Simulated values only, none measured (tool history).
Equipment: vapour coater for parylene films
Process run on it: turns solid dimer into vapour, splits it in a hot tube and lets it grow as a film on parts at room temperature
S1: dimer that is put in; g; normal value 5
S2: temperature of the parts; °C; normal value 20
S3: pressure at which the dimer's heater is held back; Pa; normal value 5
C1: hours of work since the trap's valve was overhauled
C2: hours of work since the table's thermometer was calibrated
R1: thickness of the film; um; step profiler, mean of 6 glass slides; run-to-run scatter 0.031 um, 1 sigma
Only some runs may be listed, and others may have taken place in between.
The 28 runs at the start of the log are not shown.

{"run": 29, "hour": 747.0, "S1": 7, "S2": 13, "S3": 7.45, "C1": 206, "C2": 817, "R1": 4.24}
{"run": 30, "hour": 770.3, "S1": 5, "S2": 15, "S3": 6.99, "C1": 216, "C2": 827, "R1": 2.89}
{"run": 31, "hour": 805.3, "S1": 5, "S2": 15, "S3": 6.99, "C1": 231, "C2": 843, "R1": 2.91}
{"hour": 830.9, "done": "trap's valve overhauled"}
{"run": 32, "hour": 840.2, "S1": 6, "S2": 24, "S3": 7.86, "C1": 4, "C2": 856, "R1": 3.21}
{"run": 33, "hour": 872.4, "S1": 6, "S2": 24, "S3": 7.86, "C1": 18, "C2": 870, "R1": 3.17}
{"run": 34, "hour": 887.8, "S1": 4, "S2": 20, "S3": 4.82, "C1": 25, "C2": 876, "R1": 2.4}
{"run": 35, "hour": 924.4, "S1": 4, "S2": 20, "S3": 4.82, "C1": 40, "C2": 892, "R1": 2.34}
{"run": 36, "hour": 941.1, "S1": 4, "S2": 17, "S3": 3.13, "C1": 48, "C2": 899, "R1": 2.61}
{"run": 37, "hour": 968.3, "S1": 4, "S2": 31, "S3": 6.02, "C1": 59, "C2": 911, "R1": 1.74}
{"run": 38, "hour": 995.4, "S1": 4, "S2": 14, "S3": 3.27, "C1": 71, "C2": 923, "R1": 2.78}
{"run": 39, "hour": 1027.8, "S1": 7, "S2": 21, "S3": 4.12, "C1": 85, "C2": 937, "R1": 4.03}
{"run": 40, "hour": 1055.5, "S1": 3, "S2": 19, "S3": 4.78, "C1": 97, "C2": 949, "R1": 1.71}
{"run": 41, "hour": 1075.3, "S1": 2, "S2": 23, "S3": 4.91, "C1": 105, "C2": 957, "R1": 1.06}
{"run": 42, "hour": 1101.0, "S1": 3, "S2": 20, "S3": 5, "C1": 117, "C2": 968, "R1": 1.71}
{"run": 43, "hour": 1128.9, "S1": 5, "S2": 20, "S3": 5, "C1": 129, "C2": 980, "R1": 2.84}
{"run": 44, "hour": 1159.6, "S1": 5, "S2": 20, "S3": 2.01, "C1": 142, "C2": 994, "R1": 2.93}
{"run": 45, "hour": 1194.8, "S1": 5, "S2": 20, "S3": 2.01, "C1": 157, "C2": 1009, "R1": 2.9}
{"run": 46, "hour": 1226.8, "S1": 5, "S2": 25, "S3": 2.01, "C1": 171, "C2": 1023, "R1": 2.54}

Branching from run 46: 5 alternative next runs. What would each branch give?
{"run": "A", "hour": 1247.7, "S1": 9, "S2": 18, "S3": 9.12, "C1": 180, "C2": 1032, "R1": "?"}
{"run": "B", "hour": 1247.7, "S1": 5, "S2": 20, "S3": 5, "C1": 180, "C2": 1032, "R1": "?"}
{"run": "C", "hour": 1247.7, "S1": 5, "S2": 20, "S3": 6.19, "C1": 180, "C2": 1032, "R1": "?"}
{"run": "D", "hour": 1247.7, "S1": 6, "S2": 20, "S3": 5.52, "C1": 180, "C2": 1032, "R1": "?"}
{"run": "E", "hour": 1247.7, "S1": 5, "S2": 23, "S3": 5, "C1": 180, "C2": 1032, "R1": "?"}

run=A R1=5.03
run=B R1=2.73
run=C R1=2.67
run=D R1=3.23
run=E R1=2.51
The same runs, with their run-to-run variation unchanged, on a tool lacking any hidden condition would have given:
run=A R1=5.54
run=B R1=3.01
run=C R1=2.95
run=D R1=3.56
run=E R1=2.77
